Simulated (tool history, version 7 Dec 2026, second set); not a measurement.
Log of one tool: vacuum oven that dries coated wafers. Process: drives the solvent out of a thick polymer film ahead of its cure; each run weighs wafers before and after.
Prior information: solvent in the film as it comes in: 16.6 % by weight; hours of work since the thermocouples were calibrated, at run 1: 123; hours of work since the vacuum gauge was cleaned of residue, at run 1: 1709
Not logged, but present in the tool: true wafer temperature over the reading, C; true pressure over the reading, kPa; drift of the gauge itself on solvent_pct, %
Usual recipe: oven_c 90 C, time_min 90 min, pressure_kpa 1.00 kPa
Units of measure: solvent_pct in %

| run | hour | oven_c | time_min | pressure_kpa | hours of work since the thermocouples were calibrated | hours of work since the vacuum gauge was cleaned of residue | solvent_pct |
|---|---|---|---|---|---|---|---|
| 1 | 0.0 | 90 | 90 | 1.00 | 123 | 1709 | 0.755 |
| 2 | 97.8 | 90 | 54 | 1.00 | 195 | 1781 | 1.954 |
| 3 | 178.1 | 76 | 90 | 1.00 | 255 | 1840 | 2.868 |
| 4 | 246.1 | 90 | 90 | 1.00 | 305 | 1891 | 0.746 |
| 5 | 348.8 | 90 | 90 | 1.00 | 381 | 1967 | 0.749 |
| 6 | 465.5 | 90 | 90 | 1.00 | 467 | 2053 | 0.741 |
|  | 571.3 | vacuum gauge cleaned of residue and calibrated |
| 7 | 576.4 | 90 | 90 | 1.00 | 548 | 4 | 0.595 |
| 8 | 658.5 | 90 | 90 | 1.00 | 609 | 64 | 0.595 |
|  | 749.4 | oven's thermocouples calibrated |
| 9 | 784.2 | 90 | 90 | 1.00 | 26 | 156 | 0.543 |
| 10 | 872.8 | 90 | 90 | 1.15 | 91 | 221 | 0.591 |
| 11 | 998.7 | 90 | 90 | 1.15 | 184 | 314 | 0.588 |
| 12 | 1125.0 | 90 | 90 | 1.15 | 278 | 408 | 0.592 |
| 13 | 1197.6 | 90 | 90 | 1.15 | 331 | 461 | 0.585 |
| 14 | 1319.7 | 90 | 90 | 1.15 | 421 | 552 | 0.579 |
| 15 | 1429.9 | 90 | 160 | 1.00 | 503 | 633 | 0.283 |
|  | 1498.9 | oven's thermocouples calibrated, once more |
| 16 | 1498.9 | 90 | 160 | 1.00 | 0 | 683 | 0.309 |
| 17 | 1568.5 | 90 | 90 | 1.00 | 51 | 734 | 0.704 |
| 18 | 1643.1 | 90 | 90 | 1.00 | 107 | 789 | 0.699 |
| 19 | 1701.1 | 90 | 90 | 1.00 | 149 | 832 | 0.700 |
| 20 | 1817.3 | 90 | 90 | 1.00 | 235 | 918 | 0.703 |
| 21 | 1912.4 | 90 | 90 | 1.00 | 306 | 988 | 0.690 |
| 22 | 2026.9 | 90 | 90 | 0.64 | 390 | 1073 | 0.607 |
| 23 | 2099.5 | 90 | 90 | 0.64 | 444 | 1126 | 0.615 |
| 24 | 2214.6 | 89 | 90 | 0.64 | 529 | 1211 | 0.685 |
| 25 | 2300.4 | 89 | 90 | 0.64 | 592 | 1275 | 0.687 |
|  | 2415.8 | oven's thermocouples calibrated |
| 26 | 2424.8 | 93 | 90 | 0.90 | 7 | 1365 | 0.549 |
| 27 | 2535.2 | 90 | 82 | 0.62 | 88 | 1447 | 0.852 |
| 28 | 2624.9 | 89 | 84 | 1.00 | 155 | 1513 | 1.003 |
| 29 | 2714.6 | 96 | 84 | 1.00 | 221 | 1580 | 0.468 |
| 30 | 2831.6 | 90 | 90 | 3.15 | 307 | 1666 | 1.267 |
| 31 | 2922.9 | 90 | 90 | 1.40 | 375 | 1733 | 0.857 |
| 32 | 3039.0 | 90 | 71 | 2.60 | 461 | 1819 | 1.565 |
| 33 | 3137.3 | 90 | 71 | 2.60 | 533 | 1892 | 1.555 |
| 34 | 3225.1 | 90 | 71 | 2.60 | 598 | 1957 | 1.555 |
| 35 | 3290.3 | 90 | 71 | 2.60 | 646 | 2005 | 1.564 |
|  | 3328.8 | oven's thermocouples calibrated |
| 36 | 3385.7 | 90 | 71 | 2.60 | 42 | 2074 | 1.575 |
| 37 | 3445.5 | 104 | 104 | 2.70 | 86 | 2118 | 0.484 |
|  | 3456.5 | vacuum gauge cleaned of residue and calibrated |
| 38 | 3552.6 | 90 | 119 | 3.48 | 164 | 71 | 0.936 |
| 39 | 3684.4 | 90 | 48 | 1.18 | 262 | 168 | 2.307 |
| 40 | 3785.2 | 90 | 137 | 0.82 | 336 | 243 | 0.269 |
| 41 | 3893.4 | 90 | 137 | 0.82 | 416 | 323 | 0.269 |
| 42 | 3965.2 | 93 | 161 | 3.90 | 469 | 376 | 0.834 |
| 43 | 4040.5 | 93 | 161 | 3.90 | 525 | 432 | 0.823 |
| 44 | 4171.7 | 91 | 161 | 0.87 | 622 | 529 | 0.242 |
| 45 | 4232.7 | 75 | 121 | 1.20 | 667 | 574 | 1.884 |
|  | 4246.4 | oven's thermocouples calibrated |
| 46 | 4350.7 | 75 | 145 | 1.20 | 77 | 659 | 1.564 |
| 47 | 4457.5 | 75 | 145 | 1.20 | 156 | 738 | 1.561 |

3 ways to go on from here, each from the tool as it stands after run 47. What would each give?
| A | 4582.3 | 90 | 90 | 1.18 | 248 | 831 | ? |
| B | 4582.3 | 79 | 53 | 1.12 | 248 | 831 | ? |
| C | 4582.3 | 75 | 81 | 1.20 | 248 | 831 | ? |

| run | solvent_pct |
|---|---|
| A | 0.747 |
| B | 4.504 |
| C | 3.595 |
What these runs would have given with no unlogged condition in the tool:
| run | solvent_pct |
|---|---|
| A | 0.710 |
| B | 4.500 |
| C | 3.570 |
